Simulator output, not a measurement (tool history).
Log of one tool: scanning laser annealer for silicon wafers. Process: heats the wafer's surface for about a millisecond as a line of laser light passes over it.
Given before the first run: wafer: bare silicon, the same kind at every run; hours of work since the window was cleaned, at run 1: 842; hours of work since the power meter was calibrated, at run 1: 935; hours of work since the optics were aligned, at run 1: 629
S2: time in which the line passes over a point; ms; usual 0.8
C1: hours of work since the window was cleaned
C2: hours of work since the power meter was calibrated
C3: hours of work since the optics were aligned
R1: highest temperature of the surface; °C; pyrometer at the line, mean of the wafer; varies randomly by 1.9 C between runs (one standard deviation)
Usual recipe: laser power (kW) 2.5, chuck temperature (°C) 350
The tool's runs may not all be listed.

run 1 hour=0 | laser_power_(kW)=2.5 S2=0.8 chuck_temperature_(°C)=350 | C1=842 C2=935 C3=629 | R1=1187
-- hour=50.6 window over the wafer cleaned
run 2 hour=62.9 | laser_power_(kW)=2.5 S2=0.8 chuck_temperature_(°C)=350 | C1=6 C2=963 C3=657 | R1=1189
run 3 hour=128.4 | laser_power_(kW)=2.5 S2=0.8 chuck_temperature_(°C)=350 | C1=35 C2=993 C3=687 | R1=1189
run 4 hour=203.2 | laser_power_(kW)=2.5 S2=0.8 chuck_temperature_(°C)=350 | C1=70 C2=1027 C3=721 | R1=1188
run 5 hour=275.5 | laser_power_(kW)=2.5 S2=0.8 chuck_temperature_(°C)=350 | C1=103 C2=1060 C3=754 | R1=1191
run 6 hour=331.2 | laser_power_(kW)=2.5 S2=0.8 chuck_temperature_(°C)=350 | C1=128 C2=1086 C3=779 | R1=1190
run 7 hour=369.2 | laser_power_(kW)=2.5 S2=0.8 chuck_temperature_(°C)=350 | C1=145 C2=1103 C3=796 | R1=1190
run 8 hour=412.7 | laser_power_(kW)=2.5 S2=0.736 chuck_temperature_(°C)=350 | C1=165 C2=1123 C3=816 | R1=1149
run 9 hour=484.9 | laser_power_(kW)=2.5 S2=0.8 chuck_temperature_(°C)=343 | C1=198 C2=1156 C3=849 | R1=1184
run 10 hour=525.6 | laser_power_(kW)=2.5 S2=0.8 chuck_temperature_(°C)=343 | C1=217 C2=1174 C3=868 | R1=1180
run 11 hour=583.2 | laser_power_(kW)=2.5 S2=0.8 chuck_temperature_(°C)=343 | C1=243 C2=1201 C3=894 | R1=1179
run 12 hour=643.9 | laser_power_(kW)=2.5 S2=0.8 chuck_temperature_(°C)=343 | C1=271 C2=1228 C3=922 | R1=1184
run 13 hour=685.6 | laser_power_(kW)=2.5 S2=0.8 chuck_temperature_(°C)=343 | C1=290 C2=1247 C3=941 | R1=1182
run 14 hour=740.1 | laser_power_(kW)=2.552 S2=0.944 chuck_temperature_(°C)=320 | C1=315 C2=1272 C3=966 | R1=1267
run 15 hour=818.3 | laser_power_(kW)=2.402 S2=0.8 chuck_temperature_(°C)=337 | C1=350 C2=1308 C3=1001 | R1=1141
run 16 hour=871.2 | laser_power_(kW)=2.541 S2=0.675 chuck_temperature_(°C)=350 | C1=374 C2=1332 C3=1025 | R1=1122
run 17 hour=912.7 | laser_power_(kW)=2.5 S2=0.817 chuck_temperature_(°C)=350 | C1=393 C2=1351 C3=1044 | R1=1196
run 18 hour=988.2 | laser_power_(kW)=2.5 S2=0.817 chuck_temperature_(°C)=350 | C1=428 C2=1385 C3=1079 | R1=1200
run 19 hour=1043.4 | laser_power_(kW)=2.218 S2=0.628 chuck_temperature_(°C)=350 | C1=453 C2=1411 C3=1104 | R1=993
run 20 hour=1107.1 | laser_power_(kW)=2.218 S2=0.771 chuck_temperature_(°C)=311 | C1=482 C2=1440 C3=1133 | R1=1039
run 21 hour=1159.4 | laser_power_(kW)=2.187 S2=0.636 chuck_temperature_(°C)=328 | C1=506 C2=1464 C3=1157 | R1=966
run 22 hour=1223.4 | laser_power_(kW)=2.5 S2=0.676 chuck_temperature_(°C)=350 | C1=535 C2=1493 C3=1186 | R1=1112
run 23 hour=1295.5 | laser_power_(kW)=2.5 S2=0.676 chuck_temperature_(°C)=350 | C1=568 C2=1526 C3=1219 | R1=1110

Describe how what the log doesn't record of the tool's condition differs between the last listed run preceding each entry between runs and the first listed run following it.
Runs 1 to 2: window over the wafer cleaned (hour 50.6)
  light that passes the window, % of a clean one's: 99.82 -> 99.99
